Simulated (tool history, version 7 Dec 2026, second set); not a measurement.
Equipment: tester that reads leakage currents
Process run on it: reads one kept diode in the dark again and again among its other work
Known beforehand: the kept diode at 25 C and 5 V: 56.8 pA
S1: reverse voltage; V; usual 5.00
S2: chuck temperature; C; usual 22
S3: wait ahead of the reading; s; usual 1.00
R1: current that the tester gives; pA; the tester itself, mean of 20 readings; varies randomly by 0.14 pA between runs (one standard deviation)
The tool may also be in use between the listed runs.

run,hour,S1,S2,S3,R1
1,0.0,5.00,22,1.00,43.45
2,117.9,1.03,22,1.00,19.71
3,267.1,1.03,22,1.00,19.91
4,348.7,5.00,22,0.50,43.52
5,488.0,5.00,22,0.50,43.66
6,603.3,5.00,22,0.50,43.69
7,775.5,5.00,22,0.89,43.40
8,847.0,8.90,22,1.00,58.02
9,989.7,8.90,22,1.00,57.91
10,1141.8,8.90,22,1.00,57.89
11,1248.5,8.90,22,1.00,57.77
12,1384.7,4.86,22,1.00,42.40
13,1506.2,6.61,23,0.48,55.21
14,1583.2,6.61,23,0.48,55.11
15,1751.7,6.61,23,0.48,55.19
16,1842.6,6.61,23,0.48,55.08
# hour 1961.2: probe card cleaned and baked
17,1994.3,6.61,40,4.68,240.91
18,2159.2,6.61,40,1.55,240.58
19,2331.5,6.61,40,1.55,241.91

Consider 3 possible next runs. They are alternatives, not a sequence: every one starts from the tool as it was left by run 19. What does each give?
A,2440.3,3.75,32,2.62,?
B,2440.3,3.37,22,1.00,?
C,2440.3,5.00,32,1.00,?

run,R1
A,92.10
B,35.58
C,106.26
Had the tool no hidden state, the same runs would have come out as:
run,R1
A,92.05
B,35.56
C,106.19
